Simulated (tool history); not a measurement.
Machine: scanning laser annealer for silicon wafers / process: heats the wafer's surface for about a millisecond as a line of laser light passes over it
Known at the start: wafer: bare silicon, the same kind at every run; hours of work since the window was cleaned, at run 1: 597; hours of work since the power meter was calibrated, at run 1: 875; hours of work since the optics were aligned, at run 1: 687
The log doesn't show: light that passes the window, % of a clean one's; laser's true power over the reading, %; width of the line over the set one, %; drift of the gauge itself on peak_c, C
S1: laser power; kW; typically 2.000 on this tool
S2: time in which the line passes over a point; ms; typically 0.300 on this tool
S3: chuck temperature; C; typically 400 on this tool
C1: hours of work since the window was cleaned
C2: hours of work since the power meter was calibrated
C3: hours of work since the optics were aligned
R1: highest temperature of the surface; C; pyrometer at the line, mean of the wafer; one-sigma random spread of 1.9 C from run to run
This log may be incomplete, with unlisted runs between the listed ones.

run 1 day=0.000 | S1=2.000 S2=0.300 S3=400 | C1=597 C2=875 C3=687 | R1=1197
run 2 day=2.958 | S1=2.000 S2=0.300 S3=400 | C1=651 C2=928 C3=740 | R1=1192
-- day=4.917 window over the wafer cleaned
run 3 day=6.142 | S1=2.000 S2=0.300 S3=400 | C1=22 C2=984 C3=796 | R1=1233
run 4 day=9.062 | S1=2.000 S2=0.300 S3=400 | C1=75 C2=1037 C3=848 | R1=1228
-- day=9.471 optics aligned, line set to its width
run 5 day=11.779 | S1=2.000 S2=0.300 S3=400 | C1=120 C2=1082 C3=42 | R1=1242
run 6 day=14.621 | S1=2.000 S2=0.300 S3=400 | C1=171 C2=1133 C3=93 | R1=1237
run 7 day=17.729 | S1=2.000 S2=0.300 S3=400 | C1=227 C2=1189 C3=149 | R1=1234
run 8 day=19.083 | S1=2.000 S2=0.300 S3=400 | C1=251 C2=1213 C3=173 | R1=1233
run 9 day=20.638 | S1=2.149 S2=0.300 S3=400 | C1=279 C2=1241 C3=201 | R1=1294
run 10 day=22.858 | S1=2.000 S2=0.300 S3=400 | C1=319 C2=1281 C3=241 | R1=1228
run 11 day=25.354 | S1=2.000 S2=0.300 S3=413 | C1=364 C2=1326 C3=286 | R1=1240
run 12 day=27.304 | S1=2.000 S2=0.300 S3=413 | C1=399 C2=1361 C3=321 | R1=1236
run 13 day=29.654 | S1=1.994 S2=0.220 S3=397 | C1=442 C2=1404 C3=363 | R1=1114
run 14 day=32.521 | S1=2.128 S2=0.261 S3=400 | C1=493 C2=1455 C3=415 | R1=1219
run 15 day=34.354 | S1=2.128 S2=0.261 S3=400 | C1=526 C2=1488 C3=448 | R1=1213
run 16 day=36.917 | S1=2.059 S2=0.300 S3=400 | C1=572 C2=1534 C3=494 | R1=1230
run 17 day=38.850 | S1=2.045 S2=0.275 S3=365 | C1=607 C2=1569 C3=529 | R1=1158
run 18 day=41.975 | S1=2.000 S2=0.300 S3=364 | C1=663 C2=1625 C3=585 | R1=1163
-- day=43.200 window over the wafer cleaned
run 19 day=45.146 | S1=2.073 S2=0.300 S3=400 | C1=35 C2=1681 C3=641 | R1=1266
run 20 day=46.908 | S1=1.791 S2=0.300 S3=400 | C1=67 C2=1713 C3=672 | R1=1146
run 21 day=48.829 | S1=1.791 S2=0.300 S3=400 | C1=101 C2=1747 C3=707 | R1=1139
run 22 day=51.475 | S1=1.791 S2=0.260 S3=430 | C1=149 C2=1795 C3=755 | R1=1122
run 23 day=53.275 | S1=1.791 S2=0.260 S3=430 | C1=181 C2=1827 C3=787 | R1=1124
run 24 day=56.450 | S1=1.791 S2=0.261 S3=431 | C1=239 C2=1885 C3=844 | R1=1119

Branching from run 24: 3 alternative next runs. What would each branch give?
-- day=57.125 optics aligned, line set to its width
run A day=58.508 | S1=1.918 S2=0.366 S3=433 | C1=272 C2=1918 C3=25 | R1=?
-- day=57.125 optics aligned, line set to its width
run B day=58.508 | S1=1.791 S2=0.248 S3=436 | C1=272 C2=1918 C3=25 | R1=?
-- day=57.125 optics aligned, line set to its width
run C day=58.508 | S1=2.016 S2=0.352 S3=373 | C1=272 C2=1918 C3=25 | R1=?

run=A R1=1310
run=B R1=1127
run=C R1=1277
Had the tool no hidden state, the same runs would have come out as:
run=A R1=1310
run=B R1=1127
run=C R1=1276
